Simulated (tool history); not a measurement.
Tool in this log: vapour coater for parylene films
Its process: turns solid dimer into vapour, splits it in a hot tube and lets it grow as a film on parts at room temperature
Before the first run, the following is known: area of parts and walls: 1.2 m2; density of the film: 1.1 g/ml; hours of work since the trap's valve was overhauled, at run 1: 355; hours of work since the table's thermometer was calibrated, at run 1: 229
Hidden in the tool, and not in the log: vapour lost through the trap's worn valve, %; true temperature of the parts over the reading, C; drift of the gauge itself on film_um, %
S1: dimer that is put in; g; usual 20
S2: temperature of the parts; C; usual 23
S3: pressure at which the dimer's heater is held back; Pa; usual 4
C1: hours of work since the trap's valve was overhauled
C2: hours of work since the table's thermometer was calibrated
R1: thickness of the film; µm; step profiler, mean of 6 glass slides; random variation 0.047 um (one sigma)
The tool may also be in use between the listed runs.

Run 1, hour 0: usual settings; C1 355; C2 229. Result: R1 12.08 µm.
Run 2, hour 38.2: usual settings but S1 9 g; C1 382; C2 256. Result: R1 5.39 µm.
Run 3, hour 72.4: usual settings but S1 9 g; C1 406; C2 280. Result: R1 5.42 µm.
Run 4, hour 112: usual settings but S1 9 g; C1 434; C2 308. Result: R1 5.44 µm.
Run 5, hour 160.8: usual settings but S1 9 g; C1 469; C2 343. Result: R1 5.41 µm.
Run 6, hour 191.5: usual settings but S1 9 g, S3 2.25 Pa; C1 490; C2 365. Result: R1 5.83 µm.
At hour 219.2: trap's valve overhauled.
Run 7, hour 221.1: usual settings but S1 9 g, S3 2.25 Pa; C1 1; C2 383. Result: R1 5.87 µm.
Run 8, hour 267: usual settings but S1 8 g; C1 34; C2 415. Result: R1 4.85 µm.
Run 9, hour 293.9: usual settings but S1 8 g; C1 53; C2 435. Result: R1 4.8 µm.
Run 10, hour 333.6: usual settings but S1 8 g; C1 81; C2 463. Result: R1 4.82 µm.
Run 11, hour 367.1: usual settings but S1 27 g, S3 2.53 Pa; C1 105; C2 486. Result: R1 17.35 µm.
Run 12, hour 390.8: usual settings but S1 27 g, S3 2.53 Pa; C1 122; C2 503. Result: R1 17.34 µm.
Run 13, hour 439.7: usual settings but S1 14 g, S2 20 C, S3 7.78 Pa; C1 156; C2 538. Result: R1 8.56 µm.
Run 14, hour 470.4: usual settings but S1 28 g, S2 20 C, S3 2.14 Pa; C1 178; C2 560. Result: R1 20.37 µm.
Run 15, hour 522.4: usual settings but S1 28 g, S2 20 C, S3 2.14 Pa; C1 215; C2 597. Result: R1 20.39 µm.
Run 16, hour 571.3: usual settings but S1 28 g, S2 20 C, S3 2.14 Pa; C1 250; C2 631. Result: R1 20.43 µm.
Run 17, hour 614.2: usual settings but S2 16 C; C1 280; C2 662. Result: R1 14.8 µm.
Run 18, hour 657.7: usual settings but S2 16 C; C1 311; C2 693. Result: R1 14.9 µm.

Forecast each of these 4 alternatives for the next run:
Run A, hour 690.7: usual settings but S1 16 g, S2 27 C, S3 3.27 Pa; C1 334; C2 716. Result: R1 ?.
Run B, hour 690.7: usual settings but S2 16 C, S3 11.62 Pa; C1 334; C2 716. Result: R1 ?.
Run C, hour 690.7: usual settings but S1 13 g; C1 334; C2 716. Result: R1 ?.
Run D, hour 690.7: usual settings but S2 18 C, S3 2.25 Pa; C1 334; C2 716. Result: R1 ?.

run     R1
  A   8.55
  B  13.47
  C   7.86
  D  14.85
Take away the tool's hidden state, keep each run's random variation, and the runs would have read:
run     R1
  A   8.57
  B  13.49
  C   7.88
  D  14.88
